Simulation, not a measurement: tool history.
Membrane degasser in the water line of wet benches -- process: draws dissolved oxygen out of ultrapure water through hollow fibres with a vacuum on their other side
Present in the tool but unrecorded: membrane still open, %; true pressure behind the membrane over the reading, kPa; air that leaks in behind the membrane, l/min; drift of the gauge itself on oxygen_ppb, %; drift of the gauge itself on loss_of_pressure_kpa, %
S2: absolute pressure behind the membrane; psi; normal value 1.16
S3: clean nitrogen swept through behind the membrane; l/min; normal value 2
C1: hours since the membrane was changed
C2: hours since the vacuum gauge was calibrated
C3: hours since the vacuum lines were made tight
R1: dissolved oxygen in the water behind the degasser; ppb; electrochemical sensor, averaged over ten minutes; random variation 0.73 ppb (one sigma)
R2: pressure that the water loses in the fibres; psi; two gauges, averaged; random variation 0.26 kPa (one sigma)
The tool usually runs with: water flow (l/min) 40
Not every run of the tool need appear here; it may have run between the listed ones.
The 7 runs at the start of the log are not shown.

-- hour=645 seals of the vacuum lines changed
run 8 hour=672 | water_flow_(l/min)=40 S2=1.16 S3=4 | C1=3088 C2=3256 C3=27 | R1=113.6 R2=10.086
run 9 hour=768.5 | water_flow_(l/min)=40 S2=1.16 S3=1.41 | C1=3184 C2=3352 C3=124 | R1=284.3 R2=10.158
run 10 hour=868.5 | water_flow_(l/min)=27 S2=1.16 S3=1.41 | C1=3284 C2=3452 C3=224 | R1=201.7 R2=6.799
run 11 hour=951.7 | water_flow_(l/min)=40 S2=1.16 S3=2 | C1=3367 C2=3535 C3=307 | R1=211.6 R2=10.105
run 12 hour=1054.5 | water_flow_(l/min)=40 S2=1.16 S3=2 | C1=3470 C2=3638 C3=410 | R1=211.2 R2=10.047
run 13 hour=1114.2 | water_flow_(l/min)=40 S2=1.16 S3=2 | C1=3530 C2=3698 C3=469 | R1=211.7 R2=10.151
run 14 hour=1239.3 | water_flow_(l/min)=40 S2=2.116 S3=2 | C1=3655 C2=3823 C3=594 | R1=485.4 R2=10.158
run 15 hour=1322.4 | water_flow_(l/min)=40 S2=1.16 S3=2 | C1=3738 C2=3906 C3=677 | R1=211.7 R2=10.137
run 16 hour=1438.1 | water_flow_(l/min)=40 S2=2.426 S3=2 | C1=3854 C2=4022 C3=793 | R1=569 R2=10.057
run 17 hour=1535 | water_flow_(l/min)=62 S2=0.728 S3=5.68 | C1=3951 C2=4119 C3=890 | R1=64.8 R2=15.621
run 18 hour=1596.8 | water_flow_(l/min)=62 S2=0.728 S3=5.68 | C1=4012 C2=4180 C3=952 | R1=64.6 R2=15.647
-- hour=1650.3 vacuum gauge calibrated
run 19 hour=1659.4 | water_flow_(l/min)=30 S2=1.16 S3=3.19 | C1=4074 C2=9 C3=1014 | R1=107 R2=7.622
run 20 hour=1719.5 | water_flow_(l/min)=30 S2=1.16 S3=3.19 | C1=4135 C2=69 C3=1074 | R1=106.2 R2=7.604
run 21 hour=1821.4 | water_flow_(l/min)=40 S2=2.078 S3=2 | C1=4237 C2=171 C3=1176 | R1=474 R2=10.073
run 22 hour=1880 | water_flow_(l/min)=51 S2=1.494 S3=1.74 | C1=4295 C2=230 C3=1235 | R1=432.3 R2=12.876
run 23 hour=1962.2 | water_flow_(l/min)=48 S2=1.16 S3=2 | C1=4377 C2=312 C3=1317 | R1=249.9 R2=12.145
run 24 hour=2090.2 | water_flow_(l/min)=48 S2=1.16 S3=2 | C1=4505 C2=440 C3=1445 | R1=251.3 R2=12.173
run 25 hour=2200.4 | water_flow_(l/min)=43 S2=0.914 S3=5.05 | C1=4615 C2=550 C3=1555 | R1=65.3 R2=10.863
run 26 hour=2264.4 | water_flow_(l/min)=37 S2=1.136 S3=1.29 | C1=4679 C2=614 C3=1619 | R1=277 R2=9.417
run 27 hour=2331.9 | water_flow_(l/min)=37 S2=1.136 S3=1.29 | C1=4747 C2=682 C3=1686 | R1=275.5 R2=9.385
run 28 hour=2387.7 | water_flow_(l/min)=40 S2=2.123 S3=1.94 | C1=4803 C2=737 C3=1742 | R1=496.7 R2=10.132
run 29 hour=2501.8 | water_flow_(l/min)=37 S2=1.405 S3=1.8 | C1=4917 C2=852 C3=1856 | R1=287.4 R2=9.29
run 30 hour=2622.2 | water_flow_(l/min)=37 S2=1.405 S3=1.8 | C1=5037 C2=972 C3=1977 | R1=288.9 R2=9.365
run 31 hour=2725.8 | water_flow_(l/min)=42 S2=0.922 S3=1.61 | C1=5141 C2=1076 C3=2080 | R1=176.8 R2=10.659
run 32 hour=2807.2 | water_flow_(l/min)=41 S2=0.944 S3=5 | C1=5222 C2=1157 C3=2162 | R1=66.6 R2=10.42

What if the next run were any one of these 3? Each begins from the tool's condition after run 32:
run A hour=2898.9 | water_flow_(l/min)=40 S2=2.583 S3=2 | C1=5314 C2=1249 C3=2253 | R1=? R2=?
run B hour=2898.9 | water_flow_(l/min)=28 S2=0.944 S3=2.88 | C1=5314 C2=1249 C3=2253 | R1=? R2=?
run C hour=2898.9 | water_flow_(l/min)=49 S2=1.16 S3=2 | C1=5314 C2=1249 C3=2253 | R1=? R2=?

run=A R1=610.2 R2=10.076
run=B R1=75.9 R2=7.079
run=C R1=255.7 R2=12.37
Had the tool no hidden state, the same runs would have come out as:
run=A R1=610.1 R2=10.073
run=B R1=75.9 R2=7.078
run=C R1=255.7 R2=12.369
